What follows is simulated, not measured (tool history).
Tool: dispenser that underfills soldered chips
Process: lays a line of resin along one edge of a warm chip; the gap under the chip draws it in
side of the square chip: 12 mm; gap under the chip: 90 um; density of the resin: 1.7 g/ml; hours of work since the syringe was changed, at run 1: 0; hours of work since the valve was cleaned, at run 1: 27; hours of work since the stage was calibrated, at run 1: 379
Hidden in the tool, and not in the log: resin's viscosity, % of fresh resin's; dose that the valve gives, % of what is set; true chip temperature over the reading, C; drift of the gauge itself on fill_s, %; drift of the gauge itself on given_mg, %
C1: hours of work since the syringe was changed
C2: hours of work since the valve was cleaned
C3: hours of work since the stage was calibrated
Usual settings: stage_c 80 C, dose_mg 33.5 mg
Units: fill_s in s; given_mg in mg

Run 1, day 0.000: usual settings; C1 0; C2 27; C3 379. Result: fill_s 35.1 s, given_mg 33.08 mg.
Run 2, day 0.292: usual settings; C1 5; C2 32; C3 384. Result: fill_s 42.3 s, given_mg 33.06 mg.
At day 0.575: new syringe of resin.
Run 3, day 0.821: usual settings but stage_c 91 C; C1 4; C2 41; C3 393. Result: fill_s 23.0 s, given_mg 32.77 mg.
At day 1.121: new syringe of resin.
Run 4, day 1.121: usual settings but stage_c 91 C; C1 0; C2 46; C3 398. Result: fill_s 20.3 s, given_mg 32.84 mg.
Run 5, day 1.629: usual settings but stage_c 91 C, dose_mg 41.1 mg; C1 9; C2 54; C3 406. Result: fill_s 26.9 s, given_mg 40.14 mg.
At day 1.671: new syringe of resin.
Run 6, day 1.983: usual settings but stage_c 91 C, dose_mg 41.1 mg; C1 5; C2 60; C3 412. Result: fill_s 24.4 s, given_mg 40.25 mg.
At day 2.225: new syringe of resin.
Run 7, day 2.333: usual settings but stage_c 90 C; C1 2; C2 66; C3 418. Result: fill_s 22.9 s, given_mg 32.61 mg.
Run 8, day 2.621: usual settings; C1 7; C2 71; C3 423. Result: fill_s 44.0 s, given_mg 32.54 mg.
At day 2.783: new syringe of resin.
Run 9, day 2.904: usual settings; C1 2; C2 75; C3 427. Result: fill_s 38.3 s, given_mg 32.29 mg.
At day 3.367: new syringe of resin.
Run 10, day 3.475: usual settings; C1 2; C2 85; C3 437. Result: fill_s 37.0 s, given_mg 32.41 mg.
At day 3.917: new syringe of resin.
Run 11, day 4.017: usual settings but dose_mg 39.9 mg; C1 2; C2 94; C3 446. Result: fill_s 35.8 s, given_mg 38.19 mg.
At day 4.462: new syringe of resin.
Run 12, day 4.508: usual settings but dose_mg 36.2 mg; C1 1; C2 102; C3 454. Result: fill_s 35.0 s, given_mg 34.58 mg.
Run 13, day 4.762: usual settings but dose_mg 36.2 mg; C1 5; C2 106; C3 458. Result: fill_s 41.1 s, given_mg 34.33 mg.
At day 5.046: new syringe of resin.
Run 14, day 5.217: usual settings; C1 3; C2 114; C3 466. Result: fill_s 38.1 s, given_mg 31.94 mg.
At day 5.596: new syringe of resin.
Run 15, day 5.721: usual settings; C1 2; C2 122; C3 474. Result: fill_s 37.1 s, given_mg 32.03 mg.
At day 6.142: new syringe of resin.
Run 16, day 6.142: usual settings but dose_mg 34.0 mg; C1 0; C2 129; C3 481. Result: fill_s 34.0 s, given_mg 32.03 mg.
At day 6.358: dispensing valve cleaned and set on the balance.
Run 17, day 6.525: usual settings; C1 6; C2 3; C3 487. Result: fill_s 41.7 s, given_mg 33.09 mg.
At day 6.758: new syringe of resin.
Run 18, day 6.917: usual settings; C1 3; C2 9; C3 494. Result: fill_s 38.8 s, given_mg 33.24 mg.
Run 19, day 7.233: usual settings; C1 8; C2 15; C3 499. Result: fill_s 45.5 s, given_mg 33.01 mg.
At day 7.333: new syringe of resin.
Run 20, day 7.550: usual settings; C1 4; C2 20; C3 504. Result: fill_s 39.0 s, given_mg 33.08 mg.
At day 7.896: new syringe of resin.
Run 21, day 8.121: usual settings; C1 4; C2 29; C3 514. Result: fill_s 38.8 s, given_mg 33.17 mg.
Run 22, day 8.404: usual settings but stage_c 78 C, dose_mg 29.9 mg; C1 9; C2 34; C3 518. Result: fill_s 51.2 s, given_mg 29.51 mg.
At day 8.471: new syringe of resin.
Run 23, day 8.788: usual settings but stage_c 87 C, dose_mg 38.3 mg; C1 5; C2 40; C3 525. Result: fill_s 29.0 s, given_mg 37.24 mg.
At day 9.050: new syringe of resin.
Run 24, day 9.250: usual settings but stage_c 87 C, dose_mg 38.3 mg; C1 3; C2 48; C3 532. Result: fill_s 27.2 s, given_mg 37.45 mg.
At day 9.604: new syringe of resin.
Run 25, day 9.817: usual settings but dose_mg 31.3 mg; C1 4; C2 58; C3 542. Result: fill_s 38.7 s, given_mg 30.34 mg.
At day 10.142: new syringe of resin.
Run 26, day 10.142: usual settings but stage_c 70 C, dose_mg 37.5 mg; C1 0; C2 63; C3 547. Result: fill_s 58.7 s, given_mg 36.53 mg.
Run 27, day 10.583: usual settings but stage_c 81 C, dose_mg 37.7 mg; C1 8; C2 70; C3 555. Result: fill_s 41.5 s, given_mg 36.52 mg.

Run 28 comes next. What will it give?
At day 10.712: new syringe of resin.
Run 28, day 11.004: usual settings but stage_c 87 C, dose_mg 29.5 mg; C1 5; C2 77; C3 562. Result: fill_s ?, given_mg ?.

Run 28 gave fill_s 29.7 s, given_mg 28.47 mg.
Without the tool's hidden state the same run would have given fill_s 27.5 s, given_mg 29.53 mg.
